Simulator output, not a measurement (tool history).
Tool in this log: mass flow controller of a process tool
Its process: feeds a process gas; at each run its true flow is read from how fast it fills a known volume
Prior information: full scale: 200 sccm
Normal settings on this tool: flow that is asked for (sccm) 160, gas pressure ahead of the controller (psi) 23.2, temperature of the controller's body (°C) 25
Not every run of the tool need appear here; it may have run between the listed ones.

run	hour	flow that is asked for (sccm)	gas pressure ahead of the controller (psi)	temperature of the controller's body (°C)	true flow (%)
1	0	160	23.2	25	100.65
2	237	160	23.2	25	100.7
3	465	160	23.2	25	100.67
4	910.3	160	25.5	25	100.72
5	1375.6	160	25.5	25	100.73
6	1766.7	160	23.8	25	100.95
7	2185.7	160	35.5	25	100.38
8	2417.8	160	35.5	25	100.43
9	2637.5	160	35.5	25	100.57
10	3074.6	160	23.2	25	100.98
11	3368.1	160	23.2	20	100.87
12	3697.4	160	20.7	25	101.2
13	4086.1	160	23.2	21	100.89
14	4458.2	160	23.2	21	100.95
15	4797.5	160	23.2	21	101.09
16	5078.4	160	23.2	25	101.2
17	5383.7	160	23.2	25	101.31
# hour 5577.4: controller's zero set anew
18	5857.3	160	23.2	25	100.9
19	6350.5	160	23.2	25	100.98
# hour 6386.4: controller's zero set anew, once more
20	6601.3	194	23.2	25	102.2
21	6916.6	194	23.2	25	102.23
22	7358.3	194	23.2	25	102.22
23	7755.8	194	23.2	25	102.33
24	8114.2	53	30	25	101.46
25	8376.9	34	21.8	31	101.81
26	8748	34	21.8	31	101.77
27	9095.6	63	34.5	28	101.52
28	9322.3	48	34.5	30	101.34
29	9725.5	48	34.5	30	101.2
30	9997.2	160	35.4	24	101.92
31	10285.8	102	24.8	40	102.94
32	10647.5	160	29.9	24	102.29
33	10955.9	160	24.4	26	102.5
34	11196.4	125	31.3	38	102.78
35	11577.2	173	21.5	36	103.44
36	12038.8	160	30.3	30	102.57
37	12317.8	193	23.6	25	102.81
38	12731.4	193	23.6	25	102.9
# hour 13011.6: controller exchanged for a calibrated one
39	13139.5	25	25.8	30	99.64
40	13489.8	46	25.2	25	99.68
41	13737.6	46	23.6	26	99.8
42	14181.7	27	23.2	20	99.15

Results for each run, recomputed without the tool's hidden state and with each run's random variation untouched:
Hidden conditions of the tool in this case: flow at rest that the sensor doesn't see, % of full scale; true flow over the shown one, %; drift of the gauge itself on true_pct, %.
run	true flow (%)
1	100.08
2	100.11
3	100.05
4	100.06
5	100.01
6	100.19
7	99.58
8	99.6
9	99.72
10	100.07
11	99.94
12	100.23
13	99.88
14	99.9
15	100
16	100.08
17	100.16
18	100.05
19	100.08
20	100.24
21	100.23
22	100.17
23	100.23
24	99.57
25	100.15
26	100.16
27	99.57
28	99.53
29	99.41
30	99.61
31	100.74
32	99.91
33	100.09
34	100.43
35	100.94
36	100.05
37	100.2
38	100.24
39	99.82
40	99.77
41	99.9
42	99.49

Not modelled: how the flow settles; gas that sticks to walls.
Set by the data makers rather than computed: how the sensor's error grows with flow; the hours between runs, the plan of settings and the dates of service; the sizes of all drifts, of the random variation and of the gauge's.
